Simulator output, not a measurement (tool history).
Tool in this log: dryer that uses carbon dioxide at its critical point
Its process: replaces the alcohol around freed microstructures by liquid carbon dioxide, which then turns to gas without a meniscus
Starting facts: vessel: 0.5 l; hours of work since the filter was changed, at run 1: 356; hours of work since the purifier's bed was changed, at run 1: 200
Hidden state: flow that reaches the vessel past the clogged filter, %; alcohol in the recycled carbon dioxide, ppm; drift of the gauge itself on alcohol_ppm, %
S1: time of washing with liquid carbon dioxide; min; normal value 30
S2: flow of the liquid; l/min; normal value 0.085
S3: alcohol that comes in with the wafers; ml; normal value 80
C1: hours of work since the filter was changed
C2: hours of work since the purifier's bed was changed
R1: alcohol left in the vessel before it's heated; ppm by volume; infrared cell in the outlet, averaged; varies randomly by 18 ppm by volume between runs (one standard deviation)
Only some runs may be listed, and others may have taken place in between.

run	hour	S1	S2	S3	C1	C2	R1
1	0	30	0.085	80	356	200	2084
2	11.9	30	0.085	64	360	205	1666
3	22.9	30	0.085	27	365	209	731
4	30.1	30	0.085	27	368	212	737
5	42.1	30	0.085	27	372	217	749
6	50.7	30	0.085	80	376	220	2114
7	58	31	0.085	80	379	223	1914
8	69.2	30	0.085	80	383	228	2180
9	77	30	0.085	80	386	231	2164
10	82.5	30	0.085	80	388	233	2130
11	93	30	0.085	80	392	237	2247
12	104.5	30	0.085	80	397	242	2153

Run 13 has not been measured yet. What should we expect?
13	114.9	30	0.085	80	401	246	?

R1: 2208 ppm by volume
If the tool had no hidden condition, the same run with the same run-to-run variation would have returned R1 1152 ppm by volume.
